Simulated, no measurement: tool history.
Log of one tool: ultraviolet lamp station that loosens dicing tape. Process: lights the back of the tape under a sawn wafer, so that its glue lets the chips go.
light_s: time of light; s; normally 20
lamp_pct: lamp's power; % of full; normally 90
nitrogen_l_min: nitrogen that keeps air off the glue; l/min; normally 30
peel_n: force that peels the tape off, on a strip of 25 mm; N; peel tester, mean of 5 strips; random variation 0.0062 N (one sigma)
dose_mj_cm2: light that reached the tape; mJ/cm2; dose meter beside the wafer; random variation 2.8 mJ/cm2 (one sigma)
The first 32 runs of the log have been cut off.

run 33 day=58.808 | light_s=15 lamp_pct=84 nitrogen_l_min=20 | peel_n=0.625 dose_mj_cm2=257
run 34 day=61.112 | light_s=15 lamp_pct=84 nitrogen_l_min=20 | peel_n=0.634 dose_mj_cm2=251
run 35 day=63.229 | light_s=10 lamp_pct=94 nitrogen_l_min=23 | peel_n=1.034 dose_mj_cm2=188
run 36 day=65.729 | light_s=31 lamp_pct=87 nitrogen_l_min=30 | peel_n=0.151 dose_mj_cm2=528
run 37 day=67.850 | light_s=31 lamp_pct=87 nitrogen_l_min=30 | peel_n=0.152 dose_mj_cm2=518
run 38 day=69.550 | light_s=17 lamp_pct=94 nitrogen_l_min=30 | peel_n=0.298 dose_mj_cm2=309
run 39 day=71.612 | light_s=18 lamp_pct=65 nitrogen_l_min=9 | peel_n=1.522 dose_mj_cm2=221
run 40 day=72.933 | light_s=18 lamp_pct=65 nitrogen_l_min=9 | peel_n=1.579 dose_mj_cm2=218
run 41 day=74.421 | light_s=11 lamp_pct=81 nitrogen_l_min=12 | peel_n=1.975 dose_mj_cm2=166
-- day=75.525 window cleaned of glue's vapour
run 42 day=76.392 | light_s=17 lamp_pct=87 nitrogen_l_min=57 | peel_n=0.204 dose_mj_cm2=295
run 43 day=78.858 | light_s=17 lamp_pct=87 nitrogen_l_min=57 | peel_n=0.219 dose_mj_cm2=289

Here are 4 independent what-if runs from the current tool condition. What would each one return?
run A day=80.121 | light_s=14 lamp_pct=86 nitrogen_l_min=12 | peel_n=? dose_mj_cm2=?
run B day=80.121 | light_s=20 lamp_pct=90 nitrogen_l_min=54 | peel_n=? dose_mj_cm2=?
run C day=80.121 | light_s=14 lamp_pct=100 nitrogen_l_min=13 | peel_n=? dose_mj_cm2=?
run D day=80.121 | light_s=20 lamp_pct=90 nitrogen_l_min=11 | peel_n=? dose_mj_cm2=?

run=A peel_n=1.153 dose_mj_cm2=233
run=B peel_n=0.175 dose_mj_cm2=348
run=C peel_n=0.771 dose_mj_cm2=271
run=D peel_n=0.518 dose_mj_cm2=354
Without the tool's unlogged condition, the same runs would have read:
run=A peel_n=0.942 dose_mj_cm2=260
run=B peel_n=0.163 dose_mj_cm2=387
run=C peel_n=0.616 dose_mj_cm2=301
run=D peel_n=0.407 dose_mj_cm2=394
